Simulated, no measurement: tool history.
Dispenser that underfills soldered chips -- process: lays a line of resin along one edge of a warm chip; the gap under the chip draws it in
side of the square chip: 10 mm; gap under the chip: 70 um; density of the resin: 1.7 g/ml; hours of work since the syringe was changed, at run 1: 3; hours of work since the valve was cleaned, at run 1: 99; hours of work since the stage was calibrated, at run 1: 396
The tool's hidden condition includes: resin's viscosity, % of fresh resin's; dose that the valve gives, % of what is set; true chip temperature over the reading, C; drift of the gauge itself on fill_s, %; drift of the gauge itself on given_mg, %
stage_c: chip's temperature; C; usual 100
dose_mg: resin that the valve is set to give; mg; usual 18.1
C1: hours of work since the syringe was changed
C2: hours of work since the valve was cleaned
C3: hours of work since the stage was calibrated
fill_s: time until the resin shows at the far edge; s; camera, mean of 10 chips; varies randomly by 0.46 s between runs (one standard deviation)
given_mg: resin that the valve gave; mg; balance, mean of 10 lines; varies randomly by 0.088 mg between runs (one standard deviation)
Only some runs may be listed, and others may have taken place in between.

{"run": 1, "hour": 0.0, "stage_c": 100, "dose_mg": 18.1, "C1": 3, "C2": 99, "C3": 396, "fill_s": 43.1, "given_mg": 16.36}
{"run": 2, "hour": 7.8, "stage_c": 100, "dose_mg": 18.1, "C1": 8, "C2": 104, "C3": 402, "fill_s": 55, "given_mg": 16.37}
{"hour": 9.9, "done": "new syringe of resin"}
{"run": 3, "hour": 21.8, "stage_c": 100, "dose_mg": 19.7, "C1": 8, "C2": 114, "C3": 411, "fill_s": 54.2, "given_mg": 17.55}
{"hour": 24.4, "done": "new syringe of resin"}
{"hour": 29.5, "done": "dispensing valve cleaned and set on the balance"}
{"run": 4, "hour": 32.0, "stage_c": 100, "dose_mg": 19.7, "C1": 5, "C2": 2, "C3": 417, "fill_s": 46.1, "given_mg": 19.58}
{"hour": 39.2, "done": "new syringe of resin"}
{"run": 5, "hour": 41.5, "stage_c": 100, "dose_mg": 19.7, "C1": 2, "C2": 8, "C3": 424, "fill_s": 41, "given_mg": 19.55}
{"run": 6, "hour": 48.5, "stage_c": 100, "dose_mg": 19.7, "C1": 6, "C2": 13, "C3": 428, "fill_s": 50.3, "given_mg": 19.41}
{"hour": 53.7, "done": "new syringe of resin"}
{"run": 7, "hour": 61.8, "stage_c": 100, "dose_mg": 19.7, "C1": 6, "C2": 22, "C3": 437, "fill_s": 47.3, "given_mg": 19.25}
{"hour": 67.7, "done": "new syringe of resin"}
{"run": 8, "hour": 73.2, "stage_c": 100, "dose_mg": 19.7, "C1": 4, "C2": 29, "C3": 445, "fill_s": 44.9, "given_mg": 19.21}
{"hour": 81.3, "done": "new syringe of resin"}
{"run": 9, "hour": 81.3, "stage_c": 100, "dose_mg": 18.1, "C1": 0, "C2": 35, "C3": 450, "fill_s": 38.4, "given_mg": 17.37}
{"run": 10, "hour": 91.8, "stage_c": 100, "dose_mg": 18.4, "C1": 7, "C2": 42, "C3": 457, "fill_s": 52.2, "given_mg": 17.67}
{"hour": 95.0, "done": "new syringe of resin"}
{"run": 11, "hour": 105.5, "stage_c": 100, "dose_mg": 18.4, "C1": 7, "C2": 51, "C3": 466, "fill_s": 53.3, "given_mg": 17.64}
{"hour": 108.7, "done": "new syringe of resin"}
{"run": 12, "hour": 118.7, "stage_c": 100, "dose_mg": 18.4, "C1": 7, "C2": 60, "C3": 475, "fill_s": 52.3, "given_mg": 17.4}
{"hour": 122.7, "done": "new syringe of resin"}
{"run": 13, "hour": 126.7, "stage_c": 91, "dose_mg": 21.5, "C1": 3, "C2": 65, "C3": 481, "fill_s": 59.1, "given_mg": 20.16}
{"run": 14, "hour": 135.4, "stage_c": 91, "dose_mg": 21.5, "C1": 9, "C2": 71, "C3": 486, "fill_s": 76.1, "given_mg": 20.14}
{"hour": 136.4, "done": "new syringe of resin"}
{"run": 15, "hour": 142.0, "stage_c": 91, "dose_mg": 22.3, "C1": 4, "C2": 75, "C3": 491, "fill_s": 61.8, "given_mg": 20.79}
{"hour": 149.8, "done": "new syringe of resin"}
{"run": 16, "hour": 153.7, "stage_c": 91, "dose_mg": 22.3, "C1": 3, "C2": 83, "C3": 499, "fill_s": 58.6, "given_mg": 20.68}
{"hour": 164.1, "done": "new syringe of resin"}
{"run": 17, "hour": 168.1, "stage_c": 91, "dose_mg": 22.3, "C1": 3, "C2": 93, "C3": 508, "fill_s": 58.6, "given_mg": 20.48}
{"run": 18, "hour": 174.4, "stage_c": 109, "dose_mg": 16.6, "C1": 7, "C2": 97, "C3": 513, "fill_s": 40.5, "given_mg": 15.16}
{"hour": 177.9, "done": "new syringe of resin"}
{"run": 19, "hour": 182.4, "stage_c": 100, "dose_mg": 19.5, "C1": 3, "C2": 102, "C3": 518, "fill_s": 43.8, "given_mg": 17.73}
{"run": 20, "hour": 190.3, "stage_c": 94, "dose_mg": 20.4, "C1": 8, "C2": 108, "C3": 523, "fill_s": 68.4, "given_mg": 18.43}
{"hour": 191.3, "done": "new syringe of resin"}
{"run": 21, "hour": 197.8, "stage_c": 86, "dose_mg": 23.3, "C1": 4, "C2": 113, "C3": 528, "fill_s": 75.7, "given_mg": 20.88}
{"hour": 204.9, "done": "new syringe of resin"}
{"run": 22, "hour": 204.9, "stage_c": 100, "dose_mg": 19.4, "C1": 0, "C2": 117, "C3": 533, "fill_s": 38.6, "given_mg": 17.06}
{"hour": 207.7, "done": "dispensing valve cleaned and set on the balance"}
{"hour": 210.7, "done": "stage's temperature calibrated"}
{"run": 23, "hour": 214.1, "stage_c": 106, "dose_mg": 19, "C1": 5, "C2": 4, "C3": 2, "fill_s": 34.6, "given_mg": 18.97}

Hidden condition of the tool, last listed run before each entry between runs versus first listed run after:
After run 2, before run 3: new syringe of resin (hour 9.9)
  resin's viscosity, % of fresh resin's: 142.6 -> 142.3; dose that the valve gives, % of what is set: 90.14 -> 89.29; true chip temperature over the reading, C: -2.46 -> -2.52
  measured value less the no-hidden-state value, fill_s: +20.2 -> +19.6 s; given_mg: -1.78 -> -2.1 mg
After run 3, before run 4: new syringe of resin (hour 24.4); dispensing valve cleaned and set on the balance (hour 29.5)
  resin's viscosity, % of fresh resin's: 142.3 -> 121.6; dose that the valve gives, % of what is set: 89.29 -> 100.04; true chip temperature over the reading, C: -2.52 -> -2.55
  measured value less the no-hidden-state value, fill_s: +19.6 -> +11.4 s; given_mg: -2.1 -> +0 mg
After run 4, before run 5: new syringe of resin (hour 39.2)
  resin's viscosity, % of fresh resin's: 121.6 -> 108.5; dose that the valve gives, % of what is set: 100.04 -> 99.45; true chip temperature over the reading, C: -2.55 -> -2.6
  measured value less the no-hidden-state value, fill_s: +11.4 -> +6.4 s; given_mg: +0 -> -0.1 mg
After run 6, before run 7: new syringe of resin (hour 53.7)
  resin's viscosity, % of fresh resin's: 133.2 -> 126.9; dose that the valve gives, % of what is set: 99.05 -> 98.21; true chip temperature over the reading, C: -2.63 -> -2.68
  measured value less the no-hidden-state value, fill_s: +15.6 -> +13.4 s; given_mg: -0.18 -> -0.35 mg
After run 7, before run 8: new syringe of resin (hour 67.7)
  resin's viscosity, % of fresh resin's: 126.9 -> 117.8; dose that the valve gives, % of what is set: 98.21 -> 97.51; true chip temperature over the reading, C: -2.68 -> -2.73
  measured value less the no-hidden-state value, fill_s: +13.4 -> +10.2 s; given_mg: -0.35 -> -0.49 mg
After run 8, before run 9: new syringe of resin (hour 81.3)
  resin's viscosity, % of fresh resin's: 117.8 -> 99.8; dose that the valve gives, % of what is set: 97.51 -> 97.03; true chip temperature over the reading, C: -2.73 -> -2.77
  measured value less the no-hidden-state value, fill_s: +10.2 -> +3.6 s; given_mg: -0.49 -> -0.54 mg
After run 10, before run 11: new syringe of resin (hour 95)
  resin's viscosity, % of fresh resin's: 136.1 -> 137.6; dose that the valve gives, % of what is set: 96.35 -> 95.49; true chip temperature over the reading, C: -2.81 -> -2.87
  measured value less the no-hidden-state value, fill_s: +17.4 -> +18.3 s; given_mg: -0.67 -> -0.83 mg
After run 11, before run 12: new syringe of resin (hour 108.7)
  resin's viscosity, % of fresh resin's: 137.6 -> 133.5; dose that the valve gives, % of what is set: 95.49 -> 94.68; true chip temperature over the reading, C: -2.87 -> -2.93
  measured value less the no-hidden-state value, fill_s: +18.3 -> +17.2 s; given_mg: -0.83 -> -0.98 mg
After run 12, before run 13: new syringe of resin (hour 122.7)
  resin's viscosity, % of fresh resin's: 133.5 -> 113.1; dose that the valve gives, % of what is set: 94.68 -> 94.15; true chip temperature over the reading, C: -2.93 -> -2.96
  measured value less the no-hidden-state value, fill_s: +17.2 -> +12.2 s; given_mg: -0.98 -> -1.25 mg
After run 14, before run 15: new syringe of resin (hour 136.4)
  resin's viscosity, % of fresh resin's: 146.4 -> 117; dose that the valve gives, % of what is set: 93.62 -> 93.21; true chip temperature over the reading, C: -3 -> -3.02
  measured value less the no-hidden-state value, fill_s: +29.6 -> +14.5 s; given_mg: -1.37 -> -1.51 mg
After run 15, before run 16: new syringe of resin (hour 149.8)
  resin's viscosity, % of fresh resin's: 117 -> 113; dose that the valve gives, % of what is set: 93.21 -> 92.44; true chip temperature over the reading, C: -3.02 -> -3.07
  measured value less the no-hidden-state value, fill_s: +14.5 -> +12.3 s; given_mg: -1.51 -> -1.69 mg
After run 16, before run 17: new syringe of resin (hour 164.1)
  resin's viscosity, % of fresh resin's: 113 -> 110.7; dose that the valve gives, % of what is set: 92.44 -> 91.62; true chip temperature over the reading, C: -3.07 -> -3.13
  measured value less the no-hidden-state value, fill_s: +12.3 -> +11.4 s; given_mg: -1.69 -> -1.87 mg
After run 18, before run 19: new syringe of resin (hour 177.9)
  resin's viscosity, % of fresh resin's: 133.6 -> 113.7; dose that the valve gives, % of what is set: 91.24 -> 90.77; true chip temperature over the reading, C: -3.16 -> -3.19
  measured value less the no-hidden-state value, fill_s: +13.6 -> +9.7 s; given_mg: -1.45 -> -1.8 mg
After run 20, before run 21: new syringe of resin (hour 191.3)
  resin's viscosity, % of fresh resin's: 143.6 -> 120.8; dose that the valve gives, % of what is set: 90.24 -> 89.76; true chip temperature over the reading, C: -3.23 -> -3.26
  measured value less the no-hidden-state value, fill_s: +26.3 -> +20.5 s; given_mg: -2 -> -2.38 mg
After run 21, before run 22: new syringe of resin (hour 204.9)
  resin's viscosity, % of fresh resin's: 120.8 -> 99.4; dose that the valve gives, % of what is set: 89.76 -> 89.36; true chip temperature over the reading, C: -3.26 -> -3.29
  measured value less the no-hidden-state value, fill_s: +20.5 -> +4.4 s; given_mg: -2.38 -> -2.05 mg
After run 22, before run 23: dispensing valve cleaned and set on the balance (hour 207.7); stage's temperature calibrated (hour 210.7)
  resin's viscosity, % of fresh resin's: 99.4 -> 123.2; dose that the valve gives, % of what is set: 89.36 -> 99.52; true chip temperature over the reading, C: -3.29 -> 0.15
  measured value less the no-hidden-state value, fill_s: +4.4 -> +6.4 s; given_mg: -2.05 -> -0.09 mg

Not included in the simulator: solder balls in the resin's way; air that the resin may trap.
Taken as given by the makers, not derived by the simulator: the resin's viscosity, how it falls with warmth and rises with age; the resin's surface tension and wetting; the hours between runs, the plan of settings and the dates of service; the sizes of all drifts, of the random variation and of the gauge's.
